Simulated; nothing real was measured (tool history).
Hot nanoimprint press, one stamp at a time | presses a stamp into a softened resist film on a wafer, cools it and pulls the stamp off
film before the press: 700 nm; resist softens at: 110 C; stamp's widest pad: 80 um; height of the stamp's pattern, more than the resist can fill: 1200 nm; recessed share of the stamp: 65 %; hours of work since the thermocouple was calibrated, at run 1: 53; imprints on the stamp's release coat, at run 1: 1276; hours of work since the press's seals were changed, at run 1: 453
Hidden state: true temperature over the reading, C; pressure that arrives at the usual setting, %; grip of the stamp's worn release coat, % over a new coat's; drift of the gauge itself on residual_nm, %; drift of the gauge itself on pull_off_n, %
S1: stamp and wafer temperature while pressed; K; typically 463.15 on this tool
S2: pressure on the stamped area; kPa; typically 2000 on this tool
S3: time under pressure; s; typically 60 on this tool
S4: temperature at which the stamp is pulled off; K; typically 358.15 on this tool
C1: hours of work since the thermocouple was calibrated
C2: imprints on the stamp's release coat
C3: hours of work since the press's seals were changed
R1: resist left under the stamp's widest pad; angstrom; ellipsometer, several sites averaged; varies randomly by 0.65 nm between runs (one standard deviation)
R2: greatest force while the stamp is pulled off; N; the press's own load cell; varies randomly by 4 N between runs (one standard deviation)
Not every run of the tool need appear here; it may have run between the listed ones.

Run 1, hour 0.0: usual settings; C1 53; C2 1276; C3 453. Result: R1 2485 angstrom, R2 196 N.
Run 2, hour 18.7: usual settings; C1 61; C2 1316; C3 461. Result: R1 2473 angstrom, R2 186 N.
Run 3, hour 36.6: usual settings; C1 69; C2 1354; C3 469. Result: R1 2484 angstrom, R2 195 N.
Run 4, hour 53.4: usual settings; C1 77; C2 1390; C3 476. Result: R1 2476 angstrom, R2 190 N.
Run 5, hour 85.5: usual settings; C1 91; C2 1459; C3 490. Result: R1 2480 angstrom, R2 189 N.
Run 6, hour 115.4: usual settings but S4 363.15 K; C1 104; C2 1523; C3 503. Result: R1 2481 angstrom, R2 185 N.
At hour 150.2: press's hydraulic seals changed and the load cell set to zero.
Run 7, hour 150.3: usual settings but S4 344.15 K; C1 116; C2 1580; C3 0. Result: R1 2478 angstrom, R2 227 N.
Run 8, hour 170.8: usual settings but S4 344.15 K; C1 125; C2 1624; C3 9. Result: R1 2475 angstrom, R2 220 N.
At hour 190.7: stamp cleaned and given a new release coat.
Run 9, hour 213.1: usual settings but S4 344.15 K; C1 141; C2 48; C3 25. Result: R1 2478 angstrom, R2 227 N.
Run 10, hour 234.9: usual settings but S4 344.15 K; C1 150; C2 95; C3 35. Result: R1 2479 angstrom, R2 219 N.
Run 11, hour 259.1: usual settings; C1 161; C2 147; C3 45. Result: R1 2483 angstrom, R2 195 N.
Run 12, hour 280.1: usual settings but S1 469.15 K; C1 170; C2 191; C3 54. Result: R1 2024 angstrom, R2 199 N.
Run 13, hour 304.0: usual settings but S1 469.15 K; C1 181; C2 243; C3 65. Result: R1 2021 angstrom, R2 196 N.
Run 14, hour 333.0: usual settings but S2 1510 kPa; C1 193; C2 304; C3 78. Result: R1 2848 angstrom, R2 191 N.
Run 15, hour 355.1: usual settings but S2 1510 kPa; C1 203; C2 352; C3 87. Result: R1 2828 angstrom, R2 196 N.
Run 16, hour 371.4: usual settings but S2 2280 kPa, S3 68 s; C1 210; C2 386; C3 95. Result: R1 2213 angstrom, R2 191 N.
Run 17, hour 394.2: usual settings but S2 2280 kPa, S3 68 s; C1 220; C2 435; C3 105. Result: R1 2199 angstrom, R2 193 N.
Run 18, hour 423.9: usual settings but S2 2280 kPa, S3 68 s; C1 233; C2 499; C3 118. Result: R1 2199 angstrom, R2 193 N.
Run 19, hour 447.8: usual settings but S1 471.15 K, S3 96 s; C1 244; C2 550; C3 128. Result: R1 1554 angstrom, R2 198 N.
Run 20, hour 474.3: usual settings but S1 471.15 K, S3 96 s; C1 255; C2 606; C3 140. Result: R1 1552 angstrom, R2 185 N.
Run 21, hour 492.5: usual settings but S1 452.15 K, S2 1510 kPa, S4 344.15 K; C1 263; C2 645; C3 148. Result: R1 4065 angstrom, R2 229 N.
Run 22, hour 518.1: usual settings but S1 452.15 K, S2 1510 kPa, S4 352.15 K; C1 275; C2 700; C3 159. Result: R1 4061 angstrom, R2 206 N.
Run 23, hour 551.7: usual settings but S3 41 s, S4 363.15 K; C1 289; C2 772; C3 174. Result: R1 2872 angstrom, R2 173 N.
At hour 579.1: plate thermocouple calibrated.
Run 24, hour 589.1: usual settings but S2 1420 kPa, S3 31 s, S4 365.15 K; C1 4; C2 845; C3 189. Result: R1 3729 angstrom, R2 180 N.
Run 25, hour 607.3: usual settings but S2 1600 kPa, S3 96 s, S4 345.15 K; C1 12; C2 884; C3 197. Result: R1 2291 angstrom, R2 218 N.
Run 26, hour 627.8: usual settings but S2 1600 kPa, S3 96 s, S4 345.15 K; C1 21; C2 928; C3 206. Result: R1 2287 angstrom, R2 232 N.
Run 27, hour 656.1: usual settings but S1 465.15 K, S3 69 s; C1 34; C2 988; C3 218. Result: R1 2191 angstrom, R2 202 N.
Run 28, hour 682.9: usual settings but S1 460.15 K, S2 1720 kPa, S3 93 s, S4 354.15 K; C1 46; C2 1045; C3 230. Result: R1 2490 angstrom, R2 201 N.
Run 29, hour 719.5: usual settings but S3 62 s, S4 345.15 K; C1 62; C2 1124; C3 246. Result: R1 2452 angstrom, R2 217 N.

Describe how what the log doesn't record of the tool's condition differs between the last listed run preceding each entry between runs and the first listed run following it.
Runs 6 to 7: press's hydraulic seals changed and the load cell set to zero (hour 150.2)
  pressure that arrives at the usual setting, %: 99.86 -> 100
  difference, measured minus the result without the unlogged condition, R2: +3 -> +4 N
Runs 8 to 9: stamp cleaned and given a new release coat (hour 190.7)
  pressure that arrives at the usual setting, %: 100 -> 99.99; grip of the stamp's worn release coat, % over a new coat's: 1.8 -> 0
  difference, measured minus the result without the unlogged condition, R2: +4 -> +0 N
Runs 23 to 24: plate thermocouple calibrated (hour 579.1)
  true temperature over the reading, C: 0.02 -> 0; grip of the stamp's worn release coat, % over a new coat's: 0.8 -> 0.9
  difference, measured minus the result without the unlogged condition, R2: +1 -> +1 N
